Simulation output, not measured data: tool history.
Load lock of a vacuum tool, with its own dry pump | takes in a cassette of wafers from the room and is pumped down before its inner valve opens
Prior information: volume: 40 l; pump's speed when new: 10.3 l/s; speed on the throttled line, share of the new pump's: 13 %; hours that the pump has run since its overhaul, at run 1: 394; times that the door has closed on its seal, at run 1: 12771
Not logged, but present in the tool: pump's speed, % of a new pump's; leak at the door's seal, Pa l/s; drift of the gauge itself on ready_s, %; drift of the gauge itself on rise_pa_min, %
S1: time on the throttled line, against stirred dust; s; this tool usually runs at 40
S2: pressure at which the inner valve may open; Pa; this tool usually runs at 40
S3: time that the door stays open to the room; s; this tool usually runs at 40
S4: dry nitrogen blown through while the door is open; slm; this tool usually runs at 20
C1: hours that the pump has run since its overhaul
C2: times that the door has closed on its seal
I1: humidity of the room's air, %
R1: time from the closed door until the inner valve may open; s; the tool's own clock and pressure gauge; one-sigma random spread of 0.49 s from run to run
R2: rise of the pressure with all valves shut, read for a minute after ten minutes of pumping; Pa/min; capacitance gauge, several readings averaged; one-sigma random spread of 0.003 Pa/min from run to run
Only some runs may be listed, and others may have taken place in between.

{"run": 1, "hour": 0.0, "S1": 40, "S2": 40, "S3": 40, "S4": 20, "C1": 394, "C2": 12771, "I1": 46.0, "R1": 66.2, "R2": 0.222}
{"run": 2, "hour": 65.0, "S1": 40, "S2": 39, "S3": 40, "S4": 20, "C1": 459, "C2": 13000, "I1": 43.0, "R1": 66.0, "R2": 0.232}
{"run": 3, "hour": 140.2, "S1": 40, "S2": 39, "S3": 40, "S4": 20, "C1": 534, "C2": 13264, "I1": 47.2, "R1": 65.7, "R2": 0.235}
{"run": 4, "hour": 186.4, "S1": 40, "S2": 70, "S3": 40, "S4": 20, "C1": 580, "C2": 13427, "I1": 49.0, "R1": 64.1, "R2": 0.24}
{"run": 5, "hour": 239.4, "S1": 40, "S2": 70, "S3": 40, "S4": 20, "C1": 633, "C2": 13613, "I1": 44.9, "R1": 63.8, "R2": 0.243}
{"run": 6, "hour": 290.8, "S1": 40, "S2": 40, "S3": 40, "S4": 20, "C1": 684, "C2": 13794, "I1": 46.6, "R1": 66.6, "R2": 0.247}
{"run": 7, "hour": 375.0, "S1": 40, "S2": 40, "S3": 50, "S4": 20, "C1": 769, "C2": 14090, "I1": 42.4, "R1": 66.1, "R2": 0.251}
{"run": 8, "hour": 416.3, "S1": 40, "S2": 40, "S3": 50, "S4": 20, "C1": 810, "C2": 14235, "I1": 43.2, "R1": 66.5, "R2": 0.258}
{"run": 9, "hour": 457.2, "S1": 40, "S2": 40, "S3": 50, "S4": 20, "C1": 851, "C2": 14379, "I1": 41.9, "R1": 66.3, "R2": 0.268}
{"run": 10, "hour": 505.8, "S1": 40, "S2": 40, "S3": 40, "S4": 20, "C1": 899, "C2": 14549, "I1": 45.7, "R1": 66.9, "R2": 0.267}
{"run": 11, "hour": 598.1, "S1": 40, "S2": 40, "S3": 40, "S4": 20, "C1": 992, "C2": 14874, "I1": 43.3, "R1": 66.2, "R2": 0.265}
{"run": 12, "hour": 650.2, "S1": 40, "S2": 40, "S3": 40, "S4": 20, "C1": 1044, "C2": 15057, "I1": 46.2, "R1": 65.5, "R2": 0.278}
{"run": 13, "hour": 704.7, "S1": 40, "S2": 40, "S3": 40, "S4": 39, "C1": 1098, "C2": 15249, "I1": 45.1, "R1": 66.2, "R2": 0.265}
{"run": 14, "hour": 772.1, "S1": 23, "S2": 42, "S3": 121, "S4": 13, "C1": 1166, "C2": 15486, "I1": 46.0, "R1": 51.9, "R2": 0.319}
{"run": 15, "hour": 811.7, "S1": 25, "S2": 40, "S3": 40, "S4": 20, "C1": 1205, "C2": 15625, "I1": 43.8, "R1": 52.5, "R2": 0.291}
{"run": 16, "hour": 867.5, "S1": 25, "S2": 40, "S3": 40, "S4": 20, "C1": 1261, "C2": 15821, "I1": 43.8, "R1": 53.6, "R2": 0.284}
{"run": 17, "hour": 913.3, "S1": 36, "S2": 69, "S3": 150, "S4": 10, "C1": 1307, "C2": 15982, "I1": 42.5, "R1": 61.7, "R2": 0.336}
{"run": 18, "hour": 980.7, "S1": 69, "S2": 29, "S3": 42, "S4": 4, "C1": 1374, "C2": 16219, "I1": 45.0, "R1": 93.1, "R2": 0.32}
{"run": 19, "hour": 1046.6, "S1": 69, "S2": 29, "S3": 42, "S4": 4, "C1": 1440, "C2": 16450, "I1": 42.0, "R1": 93.0, "R2": 0.328}
{"run": 20, "hour": 1090.2, "S1": 40, "S2": 71, "S3": 57, "S4": 10, "C1": 1484, "C2": 16604, "I1": 45.7, "R1": 65.0, "R2": 0.325}

Run 21 comes next. What will it give?
{"run": 21, "hour": 1140.5, "S1": 40, "S2": 71, "S3": 57, "S4": 10, "C1": 1534, "C2": 16781, "I1": 39.1, "R1": "?", "R2": "?"}

{"run 21": {"R1": 64.6, "R2": 0.322}}
If the tool had no hidden condition, the same run with the same run-to-run variation would have returned R1 63.3 s, R2 0.062 Pa/min.

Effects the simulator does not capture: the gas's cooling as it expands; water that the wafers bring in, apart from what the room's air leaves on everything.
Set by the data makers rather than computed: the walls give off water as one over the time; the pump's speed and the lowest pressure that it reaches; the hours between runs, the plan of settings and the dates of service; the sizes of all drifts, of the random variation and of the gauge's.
